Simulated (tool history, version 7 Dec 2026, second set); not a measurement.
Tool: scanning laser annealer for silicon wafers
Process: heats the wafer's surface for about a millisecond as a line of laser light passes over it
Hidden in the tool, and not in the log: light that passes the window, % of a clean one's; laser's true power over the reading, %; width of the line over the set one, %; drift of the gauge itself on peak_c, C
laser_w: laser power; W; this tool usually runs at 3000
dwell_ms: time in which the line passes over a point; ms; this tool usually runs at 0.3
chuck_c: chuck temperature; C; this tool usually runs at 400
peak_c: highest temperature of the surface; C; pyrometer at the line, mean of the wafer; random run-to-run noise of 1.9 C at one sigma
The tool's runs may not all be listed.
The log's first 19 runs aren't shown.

run     day  laser_w  dwell_ms  chuck_c  hours of work since the window was cleaned  hours of work since the power meter was calibrated  hours of work since the optics were aligned  peak_c
 20  24.717     3000       0.3      400                                          78                                                1660                                          685    1158
 21  25.667     3000       0.3      400                                          94                                                1676                                          702    1158
       26.6  -- window over the wafer cleaned, once more
 22  27.412     3084     0.289      380                                          14                                                1706                                          731    1174
 23   28.85     3084     0.289      380                                          39                                                1731                                          756    1175
 24    30.1     3000     0.238      422                                          61                                                1752                                          778    1126
 25  31.575     2996     0.316      383                                          87                                                1778                                          803    1190
 26  33.029     2996     0.316      383                                         112                                                1804                                          829    1190
 27  34.312     2638     0.349      405                                         135                                                1826                                          851    1159
 28  36.342     2638     0.349      405                                         170                                                1861                                          887    1160
 29  37.792     2598     0.303      424                                         195                                                1887                                          912    1113
 30  38.633     3015     0.303      424                                         210                                                1901                                          927    1216
 31  39.867     3015     0.303      424                                         232                                                1923                                          948    1213
     41.038  -- optics aligned, line set to its width
 32  41.229     3261     0.363      396                                         252                                                1943                                            3    1337
 33  43.183     3261     0.226      380                                         286                                                1977                                           37    1125
 34  44.021     2738     0.373      361                                         300                                                1992                                           52    1174
 35  45.908     2891     0.298      399                                         333                                                2025                                           85    1160
 36  47.458     3000     0.238      417                                         361                                                2052                                          112    1121
 37  49.292     3000     0.238      417                                         392                                                2084                                          144    1123
 38  50.942     2845     0.327      417                                         421                                                2113                                          173    1198
 39  52.933     2828     0.327      372                                         456                                                2147                                          208    1148

Run 40 has not been measured yet. What should we expect?
 40  54.233     3123     0.292      410                                         479                                                2170                                          230       ?

Logged for run 40: peak_c 1214 C.
The same run, on a tool lacking any hidden state, would have yielded peak_c 1238 C.

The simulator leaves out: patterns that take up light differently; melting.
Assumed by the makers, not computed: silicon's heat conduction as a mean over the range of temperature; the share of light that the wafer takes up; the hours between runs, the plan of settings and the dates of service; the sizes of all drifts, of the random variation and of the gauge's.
